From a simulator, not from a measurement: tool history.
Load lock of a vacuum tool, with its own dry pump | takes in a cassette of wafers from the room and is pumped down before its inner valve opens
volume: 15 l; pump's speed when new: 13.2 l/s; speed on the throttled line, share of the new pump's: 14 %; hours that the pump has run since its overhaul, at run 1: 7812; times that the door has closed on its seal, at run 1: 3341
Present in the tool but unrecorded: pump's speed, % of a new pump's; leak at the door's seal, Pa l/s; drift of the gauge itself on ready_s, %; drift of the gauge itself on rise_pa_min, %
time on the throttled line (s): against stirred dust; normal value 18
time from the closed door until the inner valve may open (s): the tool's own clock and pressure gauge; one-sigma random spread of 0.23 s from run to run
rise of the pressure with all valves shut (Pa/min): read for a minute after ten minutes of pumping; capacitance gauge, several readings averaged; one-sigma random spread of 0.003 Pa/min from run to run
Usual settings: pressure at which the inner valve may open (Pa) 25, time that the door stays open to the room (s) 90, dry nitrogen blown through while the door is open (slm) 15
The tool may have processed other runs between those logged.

run	hour	time on the throttled line (s)	pressure at which the inner valve may open (Pa)	time that the door stays open to the room (s)	dry nitrogen blown through while the door is open (slm)	hours that the pump has run since its overhaul	times that the door has closed on its seal	incoming humidity of the room's air, %	time from the closed door until the inner valve may open (s)	rise of the pressure with all valves shut (Pa/min)
1	0.0	18	25	90	15	7812	3341	44.8	26.1	0.069
2	131.5	18	25	90	15	7943	3487	47.2	26.2	0.067
3	292.8	18	25	90	15	8105	3665	43.1	25.7	0.067
4	407.2	18	25	90	15	8219	3792	44.7	25.5	0.072
5	506.6	18	25	59	15	8318	3903	46.9	25.5	0.062
6	672.6	18	25	90	15	8484	4087	45.2	25.6	0.078
7	828.5	18	25	90	15	8640	4260	44.7	26.0	0.070
8	922.7	18	25	90	15	8734	4364	46.8	25.9	0.071
9	1048.9	18	33	90	15	8861	4504	50.9	25.3	0.077
10	1186.9	18	33	90	15	8999	4657	46.3	25.9	0.075
11	1282.6	18	25	90	5	9094	4763	45.9	26.4	0.087
12	1451.8	18	25	90	5	9264	4951	47.0	25.8	0.090
13	1577.9	18	25	90	5	9390	5091	45.3	26.2	0.096
14	1746.1	18	25	90	15	9558	5277	46.4	25.8	0.079
15	1887.5	18	25	60	15	9699	5434	45.7	25.9	0.075
16	2012.5	18	49	90	15	9824	5573	46.3	24.8	0.081
17	2192.8	18	21	90	15	10005	5773	46.6	26.6	0.086
18	2305.3	18	21	90	15	10117	5898	47.4	26.5	0.085
19	2445.1	18	21	90	15	10257	6053	45.3	26.0	0.086
20	2597.6	18	43	90	15	10409	6222	45.5	25.6	0.090
21	2695.7	18	43	90	15	10507	6330	44.0	25.5	0.095
22	2781.8	36	43	90	5	10594	6426	46.8	40.6	0.103
23	2956.5	11	19	90	15	10768	6620	46.3	20.6	0.093
24	3088.4	31	46	90	15	10900	6766	44.6	36.3	0.094
25	3179.5	31	46	90	15	10991	6867	46.3	36.4	0.096
26	3325.1	31	46	90	15	11137	7029	42.2	36.4	0.093

Run 27 comes next. What will it give?
27	3471.3	31	46	90	15	11283	7191	44.2	?	?

Run 27 gave time from the closed door until the inner valve may open (s) 36.9, rise of the pressure with all valves shut (Pa/min) 0.095.
On a tool with no hidden condition, and with the same random variation, this run would have come out at time from the closed door until the inner valve may open (s) 36.2, rise of the pressure with all valves shut (Pa/min) 0.049.
